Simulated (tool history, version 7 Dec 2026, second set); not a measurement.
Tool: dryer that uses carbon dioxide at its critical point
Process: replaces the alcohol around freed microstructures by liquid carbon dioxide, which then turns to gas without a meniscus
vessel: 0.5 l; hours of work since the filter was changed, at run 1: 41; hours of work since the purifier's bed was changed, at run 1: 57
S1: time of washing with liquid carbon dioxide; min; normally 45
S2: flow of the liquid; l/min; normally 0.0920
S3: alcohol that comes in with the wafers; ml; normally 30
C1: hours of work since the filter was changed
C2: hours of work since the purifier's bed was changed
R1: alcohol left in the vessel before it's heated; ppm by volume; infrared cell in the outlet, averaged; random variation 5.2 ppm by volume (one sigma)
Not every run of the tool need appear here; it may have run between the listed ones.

| run | hour | S1 | S2 | S3 | C1 | C2 | R1 |
|---|---|---|---|---|---|---|---|
| 1 | 0.0 | 45 | 0.0920 | 30 | 41 | 57 | 109 |
| 2 | 68.9 | 45 | 0.0920 | 30 | 84 | 99 | 131 |
| 3 | 123.9 | 45 | 0.0920 | 30 | 118 | 133 | 151 |
| 4 | 189.3 | 45 | 0.0920 | 51 | 159 | 174 | 297 |
|  | 205.0 | inlet filter changed |
| 5 | 242.3 | 45 | 0.0920 | 51 | 23 | 206 | 187 |
| 6 | 301.3 | 45 | 0.0920 | 51 | 60 | 243 | 225 |
| 7 | 360.7 | 34 | 0.0920 | 30 | 97 | 280 | 630 |
| 8 | 404.7 | 34 | 0.0920 | 30 | 124 | 307 | 704 |
| 9 | 451.1 | 45 | 0.0920 | 30 | 153 | 336 | 202 |
|  | 478.6 | inlet filter changed |
| 10 | 489.9 | 45 | 0.0920 | 30 | 7 | 359 | 115 |
| 11 | 522.3 | 45 | 0.0920 | 30 | 27 | 379 | 131 |
| 12 | 573.9 | 45 | 0.0920 | 29 | 59 | 411 | 147 |
| 13 | 633.3 | 45 | 0.0920 | 29 | 96 | 448 | 163 |
| 14 | 663.8 | 45 | 0.0920 | 29 | 115 | 467 | 175 |
| 15 | 719.0 | 45 | 0.0920 | 29 | 149 | 501 | 207 |
|  | 751.6 | inlet filter changed |
| 16 | 753.8 | 45 | 0.0920 | 29 | 1 | 522 | 131 |
| 17 | 797.2 | 45 | 0.0920 | 68 | 28 | 549 | 254 |
| 18 | 845.4 | 45 | 0.0920 | 68 | 58 | 579 | 291 |
| 19 | 904.6 | 45 | 0.0920 | 68 | 95 | 615 | 333 |
| 20 | 948.3 | 45 | 0.0920 | 30 | 122 | 643 | 197 |
| 21 | 1015.7 | 45 | 0.0920 | 30 | 164 | 684 | 225 |
|  | 1026.9 | inlet filter changed |
| 22 | 1056.2 | 45 | 0.0920 | 30 | 18 | 709 | 155 |
| 23 | 1090.5 | 45 | 0.0920 | 30 | 39 | 730 | 153 |
| 24 | 1118.5 | 36 | 0.0920 | 30 | 57 | 747 | 446 |
| 25 | 1180.2 | 36 | 0.0920 | 30 | 95 | 786 | 505 |
| 26 | 1223.3 | 31 | 0.1418 | 21 | 122 | 812 | 120 |
| 27 | 1271.9 | 68 | 0.1322 | 27 | 152 | 843 | 52 |
|  | 1299.2 | inlet filter changed |
| 28 | 1318.0 | 39 | 0.1322 | 116 | 12 | 871 | 117 |
| 29 | 1365.7 | 50 | 0.1214 | 95 | 41 | 900 | 71 |
| 30 | 1427.7 | 40 | 0.1304 | 93 | 80 | 938 | 113 |
| 31 | 1486.0 | 46 | 0.0920 | 59 | 116 | 975 | 313 |
| 32 | 1536.6 | 28 | 0.1154 | 98 | 147 | 1006 | 1970 |
|  | 1571.4 | inlet filter changed |
| 33 | 1589.7 | 55 | 0.1003 | 23 | 11 | 1038 | 70 |
| 34 | 1629.7 | 55 | 0.1003 | 23 | 36 | 1063 | 72 |
| 35 | 1678.4 | 43 | 0.0587 | 23 | 66 | 1093 | 1184 |
| 36 | 1736.4 | 42 | 0.0587 | 44 | 102 | 1129 | 2616 |
| 37 | 1770.0 | 44 | 0.1073 | 72 | 123 | 1150 | 223 |
| 38 | 1816.0 | 27 | 0.0607 | 65 | 152 | 1179 | 13973 |
|  | 1831.4 | purifier's bed changed |
|  | 1847.1 | inlet filter changed |
| 39 | 1876.3 | 45 | 0.1420 | 39 | 18 | 27 | 1 |
| 40 | 1939.1 | 45 | 0.1420 | 49 | 57 | 66 | 10 |
| 41 | 1983.4 | 45 | 0.1420 | 49 | 84 | 94 | 14 |
| 42 | 2033.9 | 43 | 0.1317 | 22 | 116 | 125 | 23 |
| 43 | 2069.5 | 49 | 0.0638 | 94 | 138 | 147 | 2338 |
| 44 | 2103.0 | 70 | 0.1531 | 30 | 159 | 168 | 17 |
|  | 2122.5 | inlet filter changed |
| 45 | 2140.8 | 28 | 0.0852 | 28 | 11 | 191 | 1397 |
| 46 | 2185.7 | 69 | 0.1446 | 25 | 39 | 218 | 23 |
| 47 | 2234.5 | 69 | 0.1446 | 25 | 69 | 249 | 21 |

Subtracting, for every run, the result it would have given without the tool's unlogged condition from the measured result gives the following. The same run-to-run variation enters both numbers; the gauge's scatter may not:
The tool's hidden condition here consists of: flow that reaches the vessel past the clogged filter, %; alcohol in the recycled carbon dioxide, ppm; drift of the gauge itself on alcohol_ppm, %.
| run | R1 |
|---|---|
| 1 | +18 |
| 2 | +41 |
| 3 | +62 |
| 4 | +147 |
| 5 | +32 |
| 6 | +64 |
| 7 | +193 |
| 8 | +261 |
| 9 | +110 |
| 10 | +29 |
| 11 | +40 |
| 12 | +54 |
| 13 | +77 |
| 14 | +88 |
| 15 | +116 |
| 16 | +33 |
| 17 | +58 |
| 18 | +91 |
| 19 | +138 |
| 20 | +97 |
| 21 | +127 |
| 22 | +51 |
| 23 | +60 |
| 24 | +122 |
| 25 | +180 |
| 26 | +77 |
| 27 | +48 |
| 28 | +57 |
| 29 | +55 |
| 30 | +79 |
| 31 | +165 |
| 32 | +851 |
| 33 | +60 |
| 34 | +62 |
| 35 | +247 |
| 36 | +679 |
| 37 | +139 |
| 38 | +3363 |
| 39 | +1 |
| 40 | +6 |
| 41 | +9 |
| 42 | +14 |
| 43 | +856 |
| 44 | +11 |
| 45 | +79 |
| 46 | +13 |
| 47 | +15 |
